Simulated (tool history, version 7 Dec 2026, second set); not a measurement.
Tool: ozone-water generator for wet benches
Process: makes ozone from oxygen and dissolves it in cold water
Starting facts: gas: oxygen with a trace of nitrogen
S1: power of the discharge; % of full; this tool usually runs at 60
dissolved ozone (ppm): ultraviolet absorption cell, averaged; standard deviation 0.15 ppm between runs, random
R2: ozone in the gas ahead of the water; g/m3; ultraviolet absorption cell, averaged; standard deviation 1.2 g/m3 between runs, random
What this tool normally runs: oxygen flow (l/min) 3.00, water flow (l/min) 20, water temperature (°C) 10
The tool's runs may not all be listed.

{"run": 1, "hour": 0.0, "S1": 60, "oxygen flow (l/min)": 3.0, "water flow (l/min)": 20, "water temperature (°C)": 10, "dissolved ozone (ppm)": 18.7, "R2": 218.5}
{"run": 2, "hour": 48.8, "S1": 60, "oxygen flow (l/min)": 3.0, "water flow (l/min)": 20, "water temperature (°C)": 10, "dissolved ozone (ppm)": 18.6, "R2": 218.1}
{"run": 3, "hour": 111.3, "S1": 60, "oxygen flow (l/min)": 3.0, "water flow (l/min)": 24, "water temperature (°C)": 10, "dissolved ozone (ppm)": 15.4, "R2": 218.6}
{"run": 4, "hour": 157.2, "S1": 60, "oxygen flow (l/min)": 3.0, "water flow (l/min)": 20, "water temperature (°C)": 10, "dissolved ozone (ppm)": 18.5, "R2": 218.5}
{"run": 5, "hour": 194.1, "S1": 60, "oxygen flow (l/min)": 3.0, "water flow (l/min)": 20, "water temperature (°C)": 10, "dissolved ozone (ppm)": 18.6, "R2": 217.5}
{"run": 6, "hour": 242.8, "S1": 60, "oxygen flow (l/min)": 3.0, "water flow (l/min)": 20, "water temperature (°C)": 10, "dissolved ozone (ppm)": 18.5, "R2": 217.9}
{"run": 7, "hour": 303.7, "S1": 60, "oxygen flow (l/min)": 3.0, "water flow (l/min)": 20, "water temperature (°C)": 10, "dissolved ozone (ppm)": 18.8, "R2": 220.2}
{"run": 8, "hour": 353.8, "S1": 60, "oxygen flow (l/min)": 3.0, "water flow (l/min)": 20, "water temperature (°C)": 10, "dissolved ozone (ppm)": 18.8, "R2": 220.8}
{"run": 9, "hour": 399.0, "S1": 60, "oxygen flow (l/min)": 3.0, "water flow (l/min)": 20, "water temperature (°C)": 10, "dissolved ozone (ppm)": 18.6, "R2": 218.1}
{"run": 10, "hour": 448.8, "S1": 60, "oxygen flow (l/min)": 3.0, "water flow (l/min)": 25, "water temperature (°C)": 10, "dissolved ozone (ppm)": 14.8, "R2": 219.5}
{"run": 11, "hour": 493.7, "S1": 60, "oxygen flow (l/min)": 1.86, "water flow (l/min)": 20, "water temperature (°C)": 10, "dissolved ozone (ppm)": 16.8, "R2": 285.8}
{"run": 12, "hour": 543.1, "S1": 60, "oxygen flow (l/min)": 1.86, "water flow (l/min)": 20, "water temperature (°C)": 10, "dissolved ozone (ppm)": 16.9, "R2": 289.0}
{"run": 13, "hour": 591.9, "S1": 97, "oxygen flow (l/min)": 1.86, "water flow (l/min)": 20, "water temperature (°C)": 10, "dissolved ozone (ppm)": 21.6, "R2": 373.2}
{"run": 14, "hour": 647.3, "S1": 97, "oxygen flow (l/min)": 1.86, "water flow (l/min)": 20, "water temperature (°C)": 10, "dissolved ozone (ppm)": 22.0, "R2": 374.4}
{"run": 15, "hour": 693.1, "S1": 97, "oxygen flow (l/min)": 1.86, "water flow (l/min)": 20, "water temperature (°C)": 10, "dissolved ozone (ppm)": 21.6, "R2": 377.2}
{"run": 16, "hour": 753.0, "S1": 42, "oxygen flow (l/min)": 3.0, "water flow (l/min)": 20, "water temperature (°C)": 10, "dissolved ozone (ppm)": 15.3, "R2": 182.8}
{"run": 17, "hour": 807.0, "S1": 42, "oxygen flow (l/min)": 3.0, "water flow (l/min)": 20, "water temperature (°C)": 10, "dissolved ozone (ppm)": 15.5, "R2": 181.2}
{"run": 18, "hour": 846.9, "S1": 76, "oxygen flow (l/min)": 3.37, "water flow (l/min)": 22, "water temperature (°C)": 8, "dissolved ozone (ppm)": 20.0, "R2": 238.8}
{"run": 19, "hour": 906.6, "S1": 60, "oxygen flow (l/min)": 3.62, "water flow (l/min)": 20, "water temperature (°C)": 15, "dissolved ozone (ppm)": 18.4, "R2": 200.2}
{"run": 20, "hour": 952.1, "S1": 100, "oxygen flow (l/min)": 1.61, "water flow (l/min)": 19, "water temperature (°C)": 14, "dissolved ozone (ppm)": 22.0, "R2": 415.0}
{"run": 21, "hour": 981.5, "S1": 100, "oxygen flow (l/min)": 1.61, "water flow (l/min)": 19, "water temperature (°C)": 14, "dissolved ozone (ppm)": 22.3, "R2": 418.4}
{"run": 22, "hour": 1016.1, "S1": 48, "oxygen flow (l/min)": 1.61, "water flow (l/min)": 19, "water temperature (°C)": 8, "dissolved ozone (ppm)": 15.3, "R2": 278.3}
{"run": 23, "hour": 1070.3, "S1": 52, "oxygen flow (l/min)": 3.0, "water flow (l/min)": 14, "water temperature (°C)": 17, "dissolved ozone (ppm)": 22.6, "R2": 206.3}
{"run": 24, "hour": 1097.6, "S1": 61, "oxygen flow (l/min)": 2.49, "water flow (l/min)": 21, "water temperature (°C)": 17, "dissolved ozone (ppm)": 16.3, "R2": 248.5}
{"run": 25, "hour": 1160.0, "S1": 61, "oxygen flow (l/min)": 1.75, "water flow (l/min)": 21, "water temperature (°C)": 6, "dissolved ozone (ppm)": 16.2, "R2": 304.2}
{"run": 26, "hour": 1189.6, "S1": 93, "oxygen flow (l/min)": 2.17, "water flow (l/min)": 21, "water temperature (°C)": 17, "dissolved ozone (ppm)": 20.1, "R2": 339.0}
{"run": 27, "hour": 1245.3, "S1": 93, "oxygen flow (l/min)": 2.17, "water flow (l/min)": 21, "water temperature (°C)": 17, "dissolved ozone (ppm)": 19.9, "R2": 338.6}
{"run": 28, "hour": 1274.3, "S1": 41, "oxygen flow (l/min)": 2.44, "water flow (l/min)": 13, "water temperature (°C)": 6, "dissolved ozone (ppm)": 23.6, "R2": 205.1}
{"run": 29, "hour": 1334.8, "S1": 41, "oxygen flow (l/min)": 2.44, "water flow (l/min)": 13, "water temperature (°C)": 6, "dissolved ozone (ppm)": 23.2, "R2": 203.4}
{"hour": 1363.7, "done": "water thermometer calibrated"}
{"run": 30, "hour": 1384.6, "S1": 41, "oxygen flow (l/min)": 2.44, "water flow (l/min)": 26, "water temperature (°C)": 11, "dissolved ozone (ppm)": 10.8, "R2": 204.6}
{"run": 31, "hour": 1426.3, "S1": 41, "oxygen flow (l/min)": 2.44, "water flow (l/min)": 26, "water temperature (°C)": 11, "dissolved ozone (ppm)": 10.7, "R2": 205.1}
{"run": 32, "hour": 1493.2, "S1": 41, "oxygen flow (l/min)": 2.44, "water flow (l/min)": 26, "water temperature (°C)": 11, "dissolved ozone (ppm)": 10.7, "R2": 203.4}
{"run": 33, "hour": 1526.0, "S1": 60, "oxygen flow (l/min)": 3.0, "water flow (l/min)": 29, "water temperature (°C)": 17, "dissolved ozone (ppm)": 11.8, "R2": 225.2}
{"run": 34, "hour": 1585.9, "S1": 60, "oxygen flow (l/min)": 3.0, "water flow (l/min)": 19, "water temperature (°C)": 13, "dissolved ozone (ppm)": 19.2, "R2": 224.2}

Forecast each of these 3 alternatives for the next run:
{"run": "A", "hour": 1646.4, "S1": 95, "oxygen flow (l/min)": 1.51, "water flow (l/min)": 19, "water temperature (°C)": 18, "dissolved ozone (ppm)": "?", "R2": "?"}
{"run": "B", "hour": 1646.4, "S1": 52, "oxygen flow (l/min)": 3.0, "water flow (l/min)": 19, "water temperature (°C)": 13, "dissolved ozone (ppm)": "?", "R2": "?"}
{"run": "C", "hour": 1646.4, "S1": 60, "oxygen flow (l/min)": 4.72, "water flow (l/min)": 20, "water temperature (°C)": 8, "dissolved ozone (ppm)": "?", "R2": "?"}

run=A dissolved_ozone_(ppm)=20.7 R2=424.8
run=B dissolved_ozone_(ppm)=17.8 R2=206.2
run=C dissolved_ozone_(ppm)=20.2 R2=172.2
Without the tool's unlogged condition, the same runs would have read:
run=A dissolved_ozone_(ppm)=20.7 R2=414.0
run=B dissolved_ozone_(ppm)=17.8 R2=200.8
run=C dissolved_ozone_(ppm)=20.2 R2=167.8
